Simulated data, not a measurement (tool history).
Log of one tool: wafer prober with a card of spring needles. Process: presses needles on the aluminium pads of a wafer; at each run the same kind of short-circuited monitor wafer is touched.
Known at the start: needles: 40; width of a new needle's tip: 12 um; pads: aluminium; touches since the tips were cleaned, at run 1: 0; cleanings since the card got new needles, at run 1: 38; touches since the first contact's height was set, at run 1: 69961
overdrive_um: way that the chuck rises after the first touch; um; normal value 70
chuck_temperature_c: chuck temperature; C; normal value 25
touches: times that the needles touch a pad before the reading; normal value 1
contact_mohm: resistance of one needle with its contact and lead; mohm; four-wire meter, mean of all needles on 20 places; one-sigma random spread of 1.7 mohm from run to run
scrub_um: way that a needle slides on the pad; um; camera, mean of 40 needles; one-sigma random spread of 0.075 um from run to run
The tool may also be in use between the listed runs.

| run | hour | overdrive_um | chuck_temperature_c | touches | touches since the tips were cleaned | cleanings since the card got new needles | touches since the first contact's height was set | contact_mohm | scrub_um |
|---|---|---|---|---|---|---|---|---|---|
| 1 | 0.0 | 70 | 25 | 1 | 0 | 38 | 69961 | 164 | 15.50 |
|  | 3.8 | tips cleaned on abrasive film |
|  | 6.9 | tips cleaned on abrasive film |
|  | 10.7 | tips cleaned on abrasive film |
|  | 14.5 | tips cleaned on abrasive film |
|  | 17.6 | tips cleaned on abrasive film |
|  | 21.4 | tips cleaned on abrasive film |
| 2 | 22.0 | 70 | 25 | 1 | 302 | 44 | 81284 | 166 | 15.49 |
|  | 25.0 | tips cleaned on abrasive film |
|  | 28.9 | tips cleaned on abrasive film |
|  | 32.7 | tips cleaned on abrasive film |
|  | 35.7 | tips cleaned on abrasive film |
|  | 39.6 | tips cleaned on abrasive film |
|  | 43.4 | tips cleaned on abrasive film |
| 3 | 43.6 | 70 | 25 | 1 | 125 | 50 | 92431 | 163 | 15.53 |
|  | 46.7 | tips cleaned on abrasive film |
|  | 49.7 | tips cleaned on abrasive film |
|  | 53.6 | tips cleaned on abrasive film |
|  | 57.4 | tips cleaned on abrasive film |
| 4 | 59.4 | 70 | 25 | 1 | 1067 | 54 | 100582 | 167 | 15.57 |
|  | 61.0 | tips cleaned on abrasive film |
|  | 64.8 | tips cleaned on abrasive film |
|  | 68.6 | tips cleaned on abrasive film |
|  | 71.7 | tips cleaned on abrasive film |
| 5 | 73.0 | 70 | 25 | 1 | 686 | 58 | 107566 | 168 | 15.53 |
|  | 75.3 | tips cleaned on abrasive film |
|  | 78.4 | tips cleaned on abrasive film |
|  | 82.2 | tips cleaned on abrasive film |
| 6 | 83.9 | 70 | 25 | 1 | 881 | 61 | 113171 | 166 | 15.35 |
|  | 85.4 | tips cleaned on abrasive film |
|  | 88.5 | tips cleaned on abrasive film |
|  | 92.3 | tips cleaned on abrasive film |
|  | 95.4 | tips cleaned on abrasive film |
|  | 98.7 | tips cleaned on abrasive film |
| 7 | 98.7 | 70 | 25 | 1 | 0 | 66 | 120792 | 166 | 15.57 |
|  | 102.5 | tips cleaned on abrasive film |
|  | 105.6 | tips cleaned on abrasive film |
|  | 109.4 | tips cleaned on abrasive film |
|  | 112.5 | tips cleaned on abrasive film |
|  | 115.6 | tips cleaned on abrasive film |
| 8 | 115.6 | 70 | 25 | 1 | 0 | 71 | 129469 | 163 | 15.53 |
|  | 118.7 | tips cleaned on abrasive film |
|  | 122.5 | tips cleaned on abrasive film |
|  | 126.3 | tips cleaned on abrasive film |
|  | 130.1 | tips cleaned on abrasive film |
|  | 133.2 | tips cleaned on abrasive film |
|  | 137.0 | tips cleaned on abrasive film |
| 9 | 138.9 | 70 | 25 | 1 | 1014 | 77 | 141505 | 166 | 15.44 |
|  | 140.5 | tips cleaned on abrasive film |
|  | 144.3 | tips cleaned on abrasive film |
|  | 148.1 | tips cleaned on abrasive film |
|  | 148.4 | height of the first contact set anew |
|  | 151.5 | tips cleaned on abrasive film |
|  | 155.3 | tips cleaned on abrasive film |
| 10 | 156.8 | 70 | 35 | 1 | 760 | 82 | 4303 | 166 | 15.17 |
|  | 159.1 | tips cleaned on abrasive film |
|  | 162.9 | tips cleaned on abrasive film |
|  | 166.7 | tips cleaned on abrasive film |
|  | 170.0 | tips cleaned on abrasive film |
| 11 | 170.0 | 70 | 25 | 1 | 0 | 86 | 11116 | 166 | 15.35 |

What does the tool deliver on the next run?
|  | 173.1 | tips cleaned on abrasive film |
|  | 176.2 | tips cleaned on abrasive film |
|  | 179.2 | tips cleaned on abrasive film |
|  | 182.9 | tips cleaned on abrasive film |
| 12 | 182.9 | 70 | 25 | 1 | 0 | 90 | 17703 | ? | ? |

contact_mohm: 166 mohm
scrub_um: 15.52 um
Were there no unlogged condition in the tool, this run, its random variation unchanged, would have produced contact_mohm 166 mohm, scrub_um 15.68 um.
